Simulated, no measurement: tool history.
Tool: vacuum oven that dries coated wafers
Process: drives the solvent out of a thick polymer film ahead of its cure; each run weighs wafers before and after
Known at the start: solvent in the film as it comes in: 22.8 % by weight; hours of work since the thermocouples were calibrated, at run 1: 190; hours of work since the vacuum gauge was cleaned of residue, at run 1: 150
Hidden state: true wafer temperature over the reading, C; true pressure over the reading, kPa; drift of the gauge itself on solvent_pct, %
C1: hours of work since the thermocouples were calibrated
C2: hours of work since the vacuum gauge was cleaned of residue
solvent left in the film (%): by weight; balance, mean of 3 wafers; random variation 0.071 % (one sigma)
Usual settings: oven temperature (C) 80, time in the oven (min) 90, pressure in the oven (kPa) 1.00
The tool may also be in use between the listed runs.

run 1 day=0.000 | oven_temperature_(C)=80 time_in_the_oven_(min)=90 pressure_in_the_oven_(kPa)=1.00 | C1=190 C2=150 | solvent_left_in_the_film_(%)=5.10
run 2 day=2.104 | oven_temperature_(C)=80 time_in_the_oven_(min)=90 pressure_in_the_oven_(kPa)=1.00 | C1=211 C2=172 | solvent_left_in_the_film_(%)=5.19
run 3 day=5.008 | oven_temperature_(C)=80 time_in_the_oven_(min)=90 pressure_in_the_oven_(kPa)=1.00 | C1=241 C2=201 | solvent_left_in_the_film_(%)=5.22
run 4 day=6.179 | oven_temperature_(C)=80 time_in_the_oven_(min)=90 pressure_in_the_oven_(kPa)=1.00 | C1=253 C2=213 | solvent_left_in_the_film_(%)=5.25
run 5 day=8.821 | oven_temperature_(C)=80 time_in_the_oven_(min)=90 pressure_in_the_oven_(kPa)=1.00 | C1=280 C2=240 | solvent_left_in_the_film_(%)=5.16
run 6 day=11.354 | oven_temperature_(C)=80 time_in_the_oven_(min)=112 pressure_in_the_oven_(kPa)=1.00 | C1=306 C2=266 | solvent_left_in_the_film_(%)=3.90
run 7 day=14.246 | oven_temperature_(C)=80 time_in_the_oven_(min)=112 pressure_in_the_oven_(kPa)=1.00 | C1=335 C2=295 | solvent_left_in_the_film_(%)=3.84
run 8 day=16.562 | oven_temperature_(C)=80 time_in_the_oven_(min)=90 pressure_in_the_oven_(kPa)=1.00 | C1=359 C2=319 | solvent_left_in_the_film_(%)=5.36
run 9 day=17.804 | oven_temperature_(C)=80 time_in_the_oven_(min)=90 pressure_in_the_oven_(kPa)=1.00 | C1=371 C2=332 | solvent_left_in_the_film_(%)=5.26
run 10 day=20.512 | oven_temperature_(C)=80 time_in_the_oven_(min)=90 pressure_in_the_oven_(kPa)=1.00 | C1=399 C2=359 | solvent_left_in_the_film_(%)=5.29
run 11 day=21.879 | oven_temperature_(C)=80 time_in_the_oven_(min)=73 pressure_in_the_oven_(kPa)=1.00 | C1=413 C2=373 | solvent_left_in_the_film_(%)=6.71
run 12 day=24.683 | oven_temperature_(C)=80 time_in_the_oven_(min)=73 pressure_in_the_oven_(kPa)=1.00 | C1=441 C2=402 | solvent_left_in_the_film_(%)=6.86
run 13 day=27.096 | oven_temperature_(C)=80 time_in_the_oven_(min)=73 pressure_in_the_oven_(kPa)=1.00 | C1=466 C2=426 | solvent_left_in_the_film_(%)=6.69
run 14 day=28.871 | oven_temperature_(C)=88 time_in_the_oven_(min)=73 pressure_in_the_oven_(kPa)=0.70 | C1=484 C2=444 | solvent_left_in_the_film_(%)=4.09
run 15 day=30.775 | oven_temperature_(C)=90 time_in_the_oven_(min)=52 pressure_in_the_oven_(kPa)=1.00 | C1=503 C2=464 | solvent_left_in_the_film_(%)=5.75
run 16 day=33.404 | oven_temperature_(C)=89 time_in_the_oven_(min)=68 pressure_in_the_oven_(kPa)=1.99 | C1=530 C2=490 | solvent_left_in_the_film_(%)=4.41
run 17 day=34.971 | oven_temperature_(C)=89 time_in_the_oven_(min)=68 pressure_in_the_oven_(kPa)=1.99 | C1=546 C2=506 | solvent_left_in_the_film_(%)=4.34
run 18 day=37.183 | oven_temperature_(C)=86 time_in_the_oven_(min)=90 pressure_in_the_oven_(kPa)=0.86 | C1=569 C2=529 | solvent_left_in_the_film_(%)=3.54
run 19 day=39.075 | oven_temperature_(C)=86 time_in_the_oven_(min)=90 pressure_in_the_oven_(kPa)=0.86 | C1=588 C2=548 | solvent_left_in_the_film_(%)=3.44
run 20 day=40.796 | oven_temperature_(C)=86 time_in_the_oven_(min)=90 pressure_in_the_oven_(kPa)=0.86 | C1=605 C2=566 | solvent_left_in_the_film_(%)=3.53
run 21 day=43.292 | oven_temperature_(C)=67 time_in_the_oven_(min)=124 pressure_in_the_oven_(kPa)=1.00 | C1=631 C2=591 | solvent_left_in_the_film_(%)=8.15
run 22 day=45.846 | oven_temperature_(C)=67 time_in_the_oven_(min)=124 pressure_in_the_oven_(kPa)=1.00 | C1=657 C2=617 | solvent_left_in_the_film_(%)=8.08
run 23 day=47.696 | oven_temperature_(C)=92 time_in_the_oven_(min)=125 pressure_in_the_oven_(kPa)=1.00 | C1=676 C2=636 | solvent_left_in_the_film_(%)=1.07
run 24 day=49.308 | oven_temperature_(C)=71 time_in_the_oven_(min)=80 pressure_in_the_oven_(kPa)=2.59 | C1=692 C2=652 | solvent_left_in_the_film_(%)=9.97
run 25 day=50.867 | oven_temperature_(C)=71 time_in_the_oven_(min)=80 pressure_in_the_oven_(kPa)=2.59 | C1=708 C2=668 | solvent_left_in_the_film_(%)=10.02

Forecast each of these 4 alternatives for the next run:
run A day=53.412 | oven_temperature_(C)=80 time_in_the_oven_(min)=90 pressure_in_the_oven_(kPa)=0.54 | C1=734 C2=694 | solvent_left_in_the_film_(%)=?
run B day=53.412 | oven_temperature_(C)=80 time_in_the_oven_(min)=156 pressure_in_the_oven_(kPa)=1.00 | C1=734 C2=694 | solvent_left_in_the_film_(%)=?
run C day=53.412 | oven_temperature_(C)=76 time_in_the_oven_(min)=50 pressure_in_the_oven_(kPa)=3.13 | C1=734 C2=694 | solvent_left_in_the_film_(%)=?
run D day=53.412 | oven_temperature_(C)=80 time_in_the_oven_(min)=90 pressure_in_the_oven_(kPa)=2.50 | C1=734 C2=694 | solvent_left_in_the_film_(%)=?

run=A solvent_left_in_the_film_(%)=5.35
run=B solvent_left_in_the_film_(%)=2.35
run=C solvent_left_in_the_film_(%)=11.41
run=D solvent_left_in_the_film_(%)=5.90
Without the tool's hidden state the same runs would have given:
run=A solvent_left_in_the_film_(%)=4.90
run=B solvent_left_in_the_film_(%)=2.01
run=C solvent_left_in_the_film_(%)=10.97
run=D solvent_left_in_the_film_(%)=5.44

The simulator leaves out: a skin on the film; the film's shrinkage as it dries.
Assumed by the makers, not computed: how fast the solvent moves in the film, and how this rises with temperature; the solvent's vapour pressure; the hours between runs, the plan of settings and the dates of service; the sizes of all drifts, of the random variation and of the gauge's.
